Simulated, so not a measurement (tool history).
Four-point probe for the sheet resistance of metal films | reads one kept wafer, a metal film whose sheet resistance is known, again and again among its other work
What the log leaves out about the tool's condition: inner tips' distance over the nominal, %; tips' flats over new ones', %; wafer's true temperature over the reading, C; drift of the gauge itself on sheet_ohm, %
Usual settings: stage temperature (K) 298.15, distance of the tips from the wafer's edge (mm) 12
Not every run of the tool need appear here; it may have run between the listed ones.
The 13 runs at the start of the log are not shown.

| run | hour | stage temperature (K) | distance of the tips from the wafer's edge (mm) | touches since the probe head was changed | hours of work since the stage's thermometer was calibrated | sheet resistance as the instrument gives it (ohm/square) |
|---|---|---|---|---|---|---|
| 14 | 517.4 | 295.15 | 12 | 22048 | 1602 | 16.930047 |
| 15 | 554.2 | 295.15 | 12 | 22575 | 1624 | 16.931003 |
| 16 | 584.8 | 295.15 | 27 | 23015 | 1643 | 16.882331 |
| 17 | 619.2 | 295.15 | 27 | 23508 | 1664 | 16.877568 |
|  | 664.3 | stage's thermometer calibrated |
| 18 | 670.4 | 295.15 | 27 | 24234 | 4 | 16.862717 |
| 19 | 719.0 | 298.15 | 12 | 24932 | 33 | 16.898019 |
| 20 | 751.6 | 298.15 | 3 | 25399 | 53 | 17.787922 |
| 21 | 791.6 | 298.15 | 3 | 25973 | 77 | 17.781737 |
| 22 | 824.7 | 298.15 | 12 | 26447 | 97 | 16.902287 |
| 23 | 857.7 | 306.15 | 7 | 26921 | 118 | 17.002252 |
| 24 | 901.3 | 293.15 | 3 | 27546 | 144 | 17.794020 |
| 25 | 951.0 | 296.15 | 12 | 28259 | 174 | 16.899220 |
| 26 | 980.6 | 298.15 | 9 | 28683 | 192 | 16.939174 |
| 27 | 1024.2 | 298.15 | 12 | 29309 | 219 | 16.904533 |
| 28 | 1064.4 | 298.15 | 12 | 29885 | 243 | 16.900949 |
| 29 | 1099.4 | 301.15 | 10 | 30387 | 265 | 16.918670 |
| 30 | 1130.0 | 294.15 | 20 | 30826 | 283 | 16.857590 |
| 31 | 1187.2 | 300.15 | 14 | 31646 | 318 | 16.871922 |
| 32 | 1226.8 | 300.15 | 28 | 32214 | 342 | 16.838600 |

Estimate the outcome of run 33 from the log above:
| 33 | 1258.1 | 301.15 | 30 | 32662 | 361 | ? |

sheet resistance as the instrument gives it (ohm/square): 16.833616
Without the tool's hidden state the same run would have given sheet resistance as the instrument gives it (ohm/square) 16.832673.
